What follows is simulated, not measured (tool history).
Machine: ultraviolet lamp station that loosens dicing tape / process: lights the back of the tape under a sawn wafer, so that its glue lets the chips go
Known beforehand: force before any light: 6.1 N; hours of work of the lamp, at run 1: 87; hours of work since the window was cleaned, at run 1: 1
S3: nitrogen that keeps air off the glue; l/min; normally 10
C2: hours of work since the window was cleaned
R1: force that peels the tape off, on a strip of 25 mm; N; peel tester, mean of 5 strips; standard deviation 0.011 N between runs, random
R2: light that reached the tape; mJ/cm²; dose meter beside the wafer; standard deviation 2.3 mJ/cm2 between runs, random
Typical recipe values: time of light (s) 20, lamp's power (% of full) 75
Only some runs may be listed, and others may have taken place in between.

{"run": 1, "hour": 0.0, "time of light (s)": 20, "lamp's power (% of full)": 75, "S3": 10, "hours of work of the lamp": 87, "C2": 1, "R1": 0.497, "R2": 199}
{"run": 2, "hour": 4.5, "time of light (s)": 20, "lamp's power (% of full)": 75, "S3": 10, "hours of work of the lamp": 90, "C2": 4, "R1": 0.499, "R2": 200}
{"run": 3, "hour": 9.1, "time of light (s)": 20, "lamp's power (% of full)": 75, "S3": 10, "hours of work of the lamp": 92, "C2": 6, "R1": 0.502, "R2": 202}
{"run": 4, "hour": 18.9, "time of light (s)": 20, "lamp's power (% of full)": 75, "S3": 10, "hours of work of the lamp": 98, "C2": 12, "R1": 0.519, "R2": 203}
{"run": 5, "hour": 25.5, "time of light (s)": 20, "lamp's power (% of full)": 75, "S3": 10, "hours of work of the lamp": 102, "C2": 16, "R1": 0.51, "R2": 197}
{"run": 6, "hour": 30.8, "time of light (s)": 24, "lamp's power (% of full)": 75, "S3": 10, "hours of work of the lamp": 105, "C2": 19, "R1": 0.371, "R2": 235}
{"run": 7, "hour": 35.5, "time of light (s)": 24, "lamp's power (% of full)": 75, "S3": 10, "hours of work of the lamp": 108, "C2": 22, "R1": 0.368, "R2": 237}
{"run": 8, "hour": 45.3, "time of light (s)": 24, "lamp's power (% of full)": 75, "S3": 4, "hours of work of the lamp": 114, "C2": 28, "R1": 0.727, "R2": 233}
{"run": 9, "hour": 50.6, "time of light (s)": 20, "lamp's power (% of full)": 75, "S3": 10, "hours of work of the lamp": 117, "C2": 31, "R1": 0.52, "R2": 194}
{"run": 10, "hour": 55.2, "time of light (s)": 20, "lamp's power (% of full)": 75, "S3": 10, "hours of work of the lamp": 120, "C2": 33, "R1": 0.528, "R2": 195}
{"run": 11, "hour": 64.5, "time of light (s)": 20, "lamp's power (% of full)": 77, "S3": 10, "hours of work of the lamp": 125, "C2": 39, "R1": 0.519, "R2": 202}
{"run": 12, "hour": 73.7, "time of light (s)": 20, "lamp's power (% of full)": 77, "S3": 10, "hours of work of the lamp": 130, "C2": 44, "R1": 0.531, "R2": 197}
{"hour": 74.7, "done": "window cleaned of glue's vapour"}
{"run": 13, "hour": 84.0, "time of light (s)": 20, "lamp's power (% of full)": 77, "S3": 10, "hours of work of the lamp": 136, "C2": 6, "R1": 0.526, "R2": 202}
{"run": 14, "hour": 91.3, "time of light (s)": 20, "lamp's power (% of full)": 77, "S3": 10, "hours of work of the lamp": 141, "C2": 10, "R1": 0.526, "R2": 200}
{"run": 15, "hour": 95.6, "time of light (s)": 20, "lamp's power (% of full)": 77, "S3": 16, "hours of work of the lamp": 143, "C2": 12, "R1": 0.388, "R2": 194}
{"run": 16, "hour": 103.0, "time of light (s)": 20, "lamp's power (% of full)": 77, "S3": 16, "hours of work of the lamp": 147, "C2": 17, "R1": 0.388, "R2": 196}
{"run": 17, "hour": 112.8, "time of light (s)": 20, "lamp's power (% of full)": 75, "S3": 5, "hours of work of the lamp": 153, "C2": 22, "R1": 0.942, "R2": 193}
{"hour": 114.8, "done": "window cleaned of glue's vapour, once more"}
{"run": 18, "hour": 118.2, "time of light (s)": 20, "lamp's power (% of full)": 75, "S3": 5, "hours of work of the lamp": 156, "C2": 2, "R1": 0.859, "R2": 197}
{"run": 19, "hour": 125.7, "time of light (s)": 20, "lamp's power (% of full)": 75, "S3": 5, "hours of work of the lamp": 160, "C2": 6, "R1": 0.915, "R2": 195}
{"run": 20, "hour": 134.1, "time of light (s)": 20, "lamp's power (% of full)": 75, "S3": 5, "hours of work of the lamp": 165, "C2": 11, "R1": 0.912, "R2": 194}
{"run": 21, "hour": 141.1, "time of light (s)": 20, "lamp's power (% of full)": 75, "S3": 10, "hours of work of the lamp": 170, "C2": 16, "R1": 0.536, "R2": 190}
{"run": 22, "hour": 147.5, "time of light (s)": 31, "lamp's power (% of full)": 61, "S3": 20, "hours of work of the lamp": 173, "C2": 19, "R1": 0.277, "R2": 240}
{"run": 23, "hour": 152.6, "time of light (s)": 31, "lamp's power (% of full)": 61, "S3": 20, "hours of work of the lamp": 176, "C2": 22, "R1": 0.25, "R2": 245}
{"run": 24, "hour": 162.3, "time of light (s)": 20, "lamp's power (% of full)": 90, "S3": 12, "hours of work of the lamp": 182, "C2": 28, "R1": 0.368, "R2": 226}

Run 25 is up next; what results do you expect?
{"run": 25, "hour": 167.7, "time of light (s)": 38, "lamp's power (% of full)": 70, "S3": 4, "hours of work of the lamp": 185, "C2": 31, "R1": "?", "R2": "?"}

{"run 25": {"R1": 0.4, "R2": 335}}
With the hidden condition absent and the run-to-run variation left alone, this run would have shown R1 0.341 N, R2 370 mJ/cm².
